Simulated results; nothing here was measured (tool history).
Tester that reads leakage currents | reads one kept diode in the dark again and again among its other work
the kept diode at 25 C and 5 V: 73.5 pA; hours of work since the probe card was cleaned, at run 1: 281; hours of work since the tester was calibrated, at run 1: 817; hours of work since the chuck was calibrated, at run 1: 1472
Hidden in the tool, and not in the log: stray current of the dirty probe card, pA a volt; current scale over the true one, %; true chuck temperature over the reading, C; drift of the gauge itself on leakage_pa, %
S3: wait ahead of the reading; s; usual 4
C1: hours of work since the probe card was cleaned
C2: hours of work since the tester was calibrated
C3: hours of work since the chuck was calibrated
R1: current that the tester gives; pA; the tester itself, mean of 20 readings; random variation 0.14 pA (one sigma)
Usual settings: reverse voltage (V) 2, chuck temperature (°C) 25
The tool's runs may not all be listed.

{"run": 1, "hour": 0.0, "reverse voltage (V)": 2, "chuck temperature (°C)": 25, "S3": 4, "C1": 281, "C2": 817, "C3": 1472, "R1": 50.78}
{"run": 2, "hour": 29.7, "reverse voltage (V)": 2, "chuck temperature (°C)": 25, "S3": 4, "C1": 296, "C2": 832, "C3": 1487, "R1": 51.14}
{"run": 3, "hour": 46.9, "reverse voltage (V)": 2, "chuck temperature (°C)": 25, "S3": 4, "C1": 304, "C2": 841, "C3": 1496, "R1": 51.21}
{"run": 4, "hour": 80.3, "reverse voltage (V)": 2, "chuck temperature (°C)": 25, "S3": 0.9, "C1": 321, "C2": 857, "C3": 1512, "R1": 51.17}
{"run": 5, "hour": 111.0, "reverse voltage (V)": 2, "chuck temperature (°C)": 41, "S3": 4, "C1": 336, "C2": 872, "C3": 1527, "R1": 203.72}
{"run": 6, "hour": 133.9, "reverse voltage (V)": 2.82, "chuck temperature (°C)": 41, "S3": 4, "C1": 348, "C2": 884, "C3": 1539, "R1": 246.94}
{"run": 7, "hour": 165.1, "reverse voltage (V)": 3.92, "chuck temperature (°C)": 25, "S3": 4, "C1": 363, "C2": 899, "C3": 1554, "R1": 74.54}
{"run": 8, "hour": 200.3, "reverse voltage (V)": 3.92, "chuck temperature (°C)": 25, "S3": 0.48, "C1": 380, "C2": 917, "C3": 1572, "R1": 74.96}
{"run": 9, "hour": 230.2, "reverse voltage (V)": 3.92, "chuck temperature (°C)": 25, "S3": 0.48, "C1": 395, "C2": 931, "C3": 1586, "R1": 75.4}
{"run": 10, "hour": 261.4, "reverse voltage (V)": 2, "chuck temperature (°C)": 25, "S3": 0.37, "C1": 411, "C2": 947, "C3": 1602, "R1": 52.23}
{"run": 11, "hour": 280.8, "reverse voltage (V)": 2, "chuck temperature (°C)": 25, "S3": 0.37, "C1": 420, "C2": 956, "C3": 1611, "R1": 52.31}
{"run": 12, "hour": 299.9, "reverse voltage (V)": 2, "chuck temperature (°C)": 25, "S3": 0.37, "C1": 430, "C2": 966, "C3": 1621, "R1": 51.77}
{"run": 13, "hour": 331.2, "reverse voltage (V)": 2, "chuck temperature (°C)": 25, "S3": 4, "C1": 445, "C2": 982, "C3": 1636, "R1": 51.98}
{"run": 14, "hour": 347.7, "reverse voltage (V)": 2, "chuck temperature (°C)": 25, "S3": 4, "C1": 454, "C2": 990, "C3": 1645, "R1": 51.76}
{"run": 15, "hour": 376.3, "reverse voltage (V)": 2, "chuck temperature (°C)": 25, "S3": 4, "C1": 468, "C2": 1004, "C3": 1659, "R1": 51.71}
{"run": 16, "hour": 400.3, "reverse voltage (V)": 2, "chuck temperature (°C)": 25, "S3": 4, "C1": 480, "C2": 1016, "C3": 1671, "R1": 51.98}
{"run": 17, "hour": 415.7, "reverse voltage (V)": 2, "chuck temperature (°C)": 25, "S3": 4, "C1": 487, "C2": 1023, "C3": 1678, "R1": 51.95}
{"run": 18, "hour": 447.9, "reverse voltage (V)": 2, "chuck temperature (°C)": 25, "S3": 4, "C1": 503, "C2": 1039, "C3": 1694, "R1": 52.02}
{"run": 19, "hour": 481.5, "reverse voltage (V)": 2, "chuck temperature (°C)": 25, "S3": 4, "C1": 520, "C2": 1056, "C3": 1711, "R1": 52.4}
{"run": 20, "hour": 510.5, "reverse voltage (V)": 8.51, "chuck temperature (°C)": 25, "S3": 4, "C1": 534, "C2": 1070, "C3": 1725, "R1": 117.56}
{"run": 21, "hour": 536.3, "reverse voltage (V)": 5.81, "chuck temperature (°C)": 20, "S3": 2.49, "C1": 547, "C2": 1083, "C3": 1738, "R1": 60.69}
{"run": 22, "hour": 568.1, "reverse voltage (V)": 2, "chuck temperature (°C)": 26, "S3": 1.9, "C1": 563, "C2": 1099, "C3": 1754, "R1": 57.28}
{"run": 23, "hour": 583.0, "reverse voltage (V)": 6.68, "chuck temperature (°C)": 24, "S3": 0.85, "C1": 570, "C2": 1106, "C3": 1761, "R1": 94.25}
{"run": 24, "hour": 616.7, "reverse voltage (V)": 2, "chuck temperature (°C)": 59, "S3": 0.94, "C1": 587, "C2": 1123, "C3": 1778, "R1": 843.58}
{"run": 25, "hour": 632.9, "reverse voltage (V)": 2, "chuck temperature (°C)": 25, "S3": 0.34, "C1": 595, "C2": 1131, "C3": 1786, "R1": 53.46}
{"run": 26, "hour": 656.5, "reverse voltage (V)": 2, "chuck temperature (°C)": 25, "S3": 0.34, "C1": 607, "C2": 1143, "C3": 1798, "R1": 53.08}
{"run": 27, "hour": 691.2, "reverse voltage (V)": 4.14, "chuck temperature (°C)": 42, "S3": 0.35, "C1": 624, "C2": 1160, "C3": 1815, "R1": 338}
{"run": 28, "hour": 714.7, "reverse voltage (V)": 6.01, "chuck temperature (°C)": 54, "S3": 0.88, "C1": 635, "C2": 1172, "C3": 1827, "R1": 1066.39}
{"run": 29, "hour": 745.0, "reverse voltage (V)": 2, "chuck temperature (°C)": 37, "S3": 4, "C1": 651, "C2": 1187, "C3": 1842, "R1": 149.84}
{"run": 30, "hour": 761.7, "reverse voltage (V)": 1.65, "chuck temperature (°C)": 22, "S3": 8.33, "C1": 659, "C2": 1195, "C3": 1850, "R1": 36.2}
{"run": 31, "hour": 785.9, "reverse voltage (V)": 2, "chuck temperature (°C)": 31, "S3": 4, "C1": 671, "C2": 1207, "C3": 1862, "R1": 89.57}
{"run": 32, "hour": 819.8, "reverse voltage (V)": 1.12, "chuck temperature (°C)": 25, "S3": 4, "C1": 688, "C2": 1224, "C3": 1879, "R1": 38.48}
{"run": 33, "hour": 850.3, "reverse voltage (V)": 2.29, "chuck temperature (°C)": 46, "S3": 0.76, "C1": 703, "C2": 1239, "C3": 1894, "R1": 338.47}
{"run": 34, "hour": 873.8, "reverse voltage (V)": 2.29, "chuck temperature (°C)": 46, "S3": 0.76, "C1": 714, "C2": 1250, "C3": 1905, "R1": 339.47}
{"run": 35, "hour": 890.2, "reverse voltage (V)": 3.77, "chuck temperature (°C)": 36, "S3": 4, "C1": 722, "C2": 1259, "C3": 1914, "R1": 195.63}
{"run": 36, "hour": 925.6, "reverse voltage (V)": 15.68, "chuck temperature (°C)": 36, "S3": 4, "C1": 740, "C2": 1276, "C3": 1931, "R1": 436.88}
{"run": 37, "hour": 959.6, "reverse voltage (V)": 15.68, "chuck temperature (°C)": 36, "S3": 4, "C1": 757, "C2": 1293, "C3": 1948, "R1": 437.78}
{"run": 38, "hour": 989.6, "reverse voltage (V)": 15.68, "chuck temperature (°C)": 36, "S3": 4, "C1": 772, "C2": 1308, "C3": 1963, "R1": 434.25}
{"run": 39, "hour": 1017.4, "reverse voltage (V)": 15.68, "chuck temperature (°C)": 36, "S3": 4, "C1": 786, "C2": 1322, "C3": 1977, "R1": 435.11}

The same runs without the tool's hidden state, with the same run-to-run variation:
run=1 R1=44.49
run=2 R1=44.73
run=3 R1=44.74
run=4 R1=44.65
run=5 R1=181.18
run=6 R1=219.37
run=7 R1=64.53
run=8 R1=64.85
run=9 R1=65.13
run=10 R1=45.23
run=11 R1=45.25
run=12 R1=44.73
run=13 R1=44.81
run=14 R1=44.55
run=15 R1=44.45
run=16 R1=44.63
run=17 R1=44.56
run=18 R1=44.56
run=19 R1=44.8
run=20 R1=99
run=21 R1=50.29
run=22 R1=48.88
run=23 R1=79.07
run=24 R1=750.39
run=25 R1=45.45
run=26 R1=45.08
run=27 R1=294.55
run=28 R1=940.81
run=29 R1=129.58
run=30 R1=30.31
run=31 R1=76.54
run=32 R1=32.52
run=33 R1=295.08
run=34 R1=295.76
run=35 R1=167.58
run=36 R1=370.29
run=37 R1=370.47
run=38 R1=367
run=39 R1=367.25
